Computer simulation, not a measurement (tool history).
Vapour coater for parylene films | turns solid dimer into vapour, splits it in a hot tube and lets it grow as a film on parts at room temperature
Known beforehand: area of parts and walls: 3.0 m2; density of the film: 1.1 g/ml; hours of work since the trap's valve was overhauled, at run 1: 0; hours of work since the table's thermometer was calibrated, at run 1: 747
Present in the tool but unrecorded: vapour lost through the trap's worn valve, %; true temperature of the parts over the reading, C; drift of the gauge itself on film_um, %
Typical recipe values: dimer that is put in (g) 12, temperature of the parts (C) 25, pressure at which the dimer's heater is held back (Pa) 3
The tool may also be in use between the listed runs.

run   hour  dimer that is put in (g)  temperature of the parts (C)  pressure at which the dimer's heater is held back (Pa)  hours of work since the trap's valve was overhauled  hours of work since the table's thermometer was calibrated  thickness of the film (µm)
  1      0                        12                            25                                                       3                                                    0                                                         747                       2.045
  2   40.3                        12                            25                                                       3                                                   21                                                         768                       2.042
  3  106.8                        12                            25                                                       3                                                   55                                                         801                       2.035
  4  160.5                        12                            25                                                       3                                                   82                                                         829                       2.025
  5  199.8                        12                            25                                                       3                                                  102                                                         849                       2.009
  6  259.2                        12                            25                                                       3                                                  132                                                         879                       1.996
  7  316.2                        12                            25                                                       3                                                  161                                                         908                       1.986
  8  376.8                        12                            25                                                       3                                                  192                                                         939                       1.973
  9  421.7                        12                            25                                                       3                                                  215                                                         962                       1.973
     431.4  -- trap's valve overhauled
 10  467.8                        12                            25                                                       3                                                   19                                                         984                        1.89
 11  514.2                        12                            25                                                       3                                                   42                                                        1007                       1.882
 12  566.1                        10                            18                                                    2.65                                                   69                                                        1034                       1.891
 13  628.3                        10                            18                                                    2.65                                                  101                                                        1066                       1.892
 14  689.4                        12                            25                                                    2.14                                                  132                                                        1097                       1.913
     703.5  -- trap's valve overhauled, once more
 15    739                        15                            25                                                       3                                                   18                                                        1120                       2.549
 16  773.5                         5                            34                                                    8.29                                                   36                                                        1138                       0.605
 17  808.6                        13                            24                                                       3                                                   54                                                        1156                       2.249
 18  880.9                        10                            34                                                    2.73                                                   91                                                        1193                       1.343
 19  924.2                        10                            34                                                    2.73                                                  113                                                        1215                        1.33

Difference, measured minus no-hidden-state, one row per run. Run-to-run variation is common to both terms; the gauge's own scatter need not be:
run  thickness of the film (µm)
  1                      -0.014
  2                      -0.023
  3                      -0.036
  4                      -0.048
  5                      -0.056
  6                      -0.068
  7                       -0.08
  8                      -0.093
  9                      -0.103
 10                      -0.172
 11                      -0.183
 12                      -0.197
 13                      -0.208
 14                      -0.225
 15                      -0.032
 16                       -0.01
 17                      -0.045
 18                      -0.036
 19                      -0.041
